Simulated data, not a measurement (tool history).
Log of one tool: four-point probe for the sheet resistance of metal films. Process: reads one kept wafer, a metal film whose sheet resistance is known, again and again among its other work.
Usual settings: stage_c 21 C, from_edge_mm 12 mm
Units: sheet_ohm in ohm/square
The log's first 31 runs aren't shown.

run   hour  stage_c  from_edge_mm  touches since the probe head was changed  hours of work since the stage's thermometer was calibrated  sheet_ohm
 32  412.2       18            56                                     33658                                                        1045   14.46455
 33  421.4       18            56                                     34065                                                        1051  14.469996
 34  438.2       18            56                                     34811                                                        1060  14.463074
 35  454.1       28             6                                     35516                                                        1069  14.587162
 36  462.4       19            21                                     35883                                                        1073  14.472995
 37  471.7       19            21                                     36294                                                        1078  14.469447
 38  484.5       19            21                                     36861                                                        1086  14.470549
 39    502       25            25                                     37635                                                        1095  14.331794
 40  518.7       24            62                                     38374                                                        1105  14.335933
 41  530.7       24            62                                     38905                                                        1111  14.339538
 42  543.2       22            56                                     39461                                                        1118  14.380438
 43  555.9       22            56                                     40025                                                        1125  14.377686
 44    569       19             8                                     40605                                                        1132   14.63126

Forecast each of these 4 alternatives for the next run:
  A  581.2       22            40                                     41144                                                        1139          ?
  B  581.2       18             5                                     41144                                                        1139          ?
  C  581.2       25             8                                     41144                                                        1139          ?
  D  581.2       21            36                                     41144                                                        1139          ?

run  sheet_ohm
  A  14.382294
  B  14.944828
  C  14.505573
  D  14.399797
Without the tool's hidden state the same runs would have given:
run  sheet_ohm
  A  14.383637
  B  14.946217
  C  14.506928
  D  14.401141
